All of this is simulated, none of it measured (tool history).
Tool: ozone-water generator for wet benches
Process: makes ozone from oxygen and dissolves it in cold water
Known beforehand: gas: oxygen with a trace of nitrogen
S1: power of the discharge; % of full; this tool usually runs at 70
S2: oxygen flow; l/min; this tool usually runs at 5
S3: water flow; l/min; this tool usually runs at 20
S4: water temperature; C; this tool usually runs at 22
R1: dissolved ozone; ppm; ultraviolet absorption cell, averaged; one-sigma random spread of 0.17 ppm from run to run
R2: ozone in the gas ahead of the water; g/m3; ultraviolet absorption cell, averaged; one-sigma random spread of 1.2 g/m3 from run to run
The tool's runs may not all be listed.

| run | hour | S1 | S2 | S3 | S4 | R1 | R2 |
|---|---|---|---|---|---|---|---|
| 1 | 0 | 70 | 5 | 20 | 22 | 17.6 | 180.4 |
| 2 | 136.2 | 55 | 5 | 20 | 22 | 16.1 | 161.3 |
|  | 172.9 | contactor cleaned |
| 3 | 359.4 | 55 | 5 | 20 | 22 | 15.3 | 160 |
| 4 | 493.1 | 70 | 5 | 20 | 22 | 16.8 | 176.9 |
|  | 552.3 | water thermometer calibrated |
| 5 | 698 | 70 | 5 | 20 | 22 | 17 | 178.2 |
| 6 | 826.4 | 70 | 7.76 | 20 | 22 | 18.2 | 154 |
| 7 | 1022.3 | 70 | 7.76 | 20 | 22 | 18.3 | 153.5 |
|  | 1079.2 | contactor cleaned, once more |
| 8 | 1217.8 | 70 | 5 | 20 | 22 | 17.7 | 174.5 |
| 9 | 1438.4 | 70 | 5 | 20 | 22 | 17.6 | 173.2 |
| 10 | 1579.5 | 70 | 5 | 20 | 22 | 17.3 | 174.9 |
| 11 | 1739.7 | 70 | 5 | 20 | 22 | 17.2 | 172 |
| 12 | 1965.5 | 70 | 5 | 20 | 22 | 17.2 | 172.9 |
| 13 | 2082.5 | 95 | 5 | 20 | 22 | 19.9 | 195.4 |
| 14 | 2234.4 | 70 | 8.47 | 20 | 18 | 20 | 146 |
| 15 | 2363.3 | 86 | 7.17 | 18 | 14 | 24.6 | 164.7 |
| 16 | 2547.8 | 86 | 7.17 | 18 | 14 | 24.6 | 165.9 |
| 17 | 2696.9 | 43 | 3.71 | 13 | 25 | 17.7 | 151.6 |
| 18 | 2836.3 | 43 | 3.71 | 13 | 25 | 17.6 | 150 |
| 19 | 3001.7 | 77 | 5 | 16 | 22 | 20.9 | 173.4 |
| 20 | 3137.1 | 87 | 8.91 | 20 | 22 | 19.7 | 151.9 |
| 21 | 3325.8 | 87 | 8.91 | 20 | 22 | 19.6 | 150.9 |
|  | 3454.4 | water thermometer calibrated |
| 22 | 3457 | 52 | 8.48 | 20 | 14 | 18.1 | 122.6 |
| 23 | 3628.3 | 52 | 7.18 | 20 | 14 | 17.6 | 130.5 |
| 24 | 3728.9 | 55 | 7.18 | 23 | 14 | 15.8 | 134 |
| 25 | 3935 | 70 | 7.1 | 20 | 22 | 17.1 | 145.5 |

3 ways to go on from here, each from the tool as it stands after run 25. What would each give?
| A | 4051.4 | 64 | 7.1 | 20 | 18 | ? | ? |
| B | 4051.4 | 43 | 7.1 | 14 | 22 | ? | ? |
| C | 4051.4 | 70 | 7.1 | 21 | 24 | ? | ? |

| run | R1 | R2 |
|---|---|---|
| A | 17.6 | 139.4 |
| B | 18.3 | 118.5 |
| C | 15.5 | 146.3 |
The same runs, with their run-to-run variation unchanged, on a tool lacking any hidden condition would have given:
| run | R1 | R2 |
|---|---|---|
| A | 23.6 | 183.7 |
| B | 23 | 147.9 |
| C | 21.2 | 194.8 |
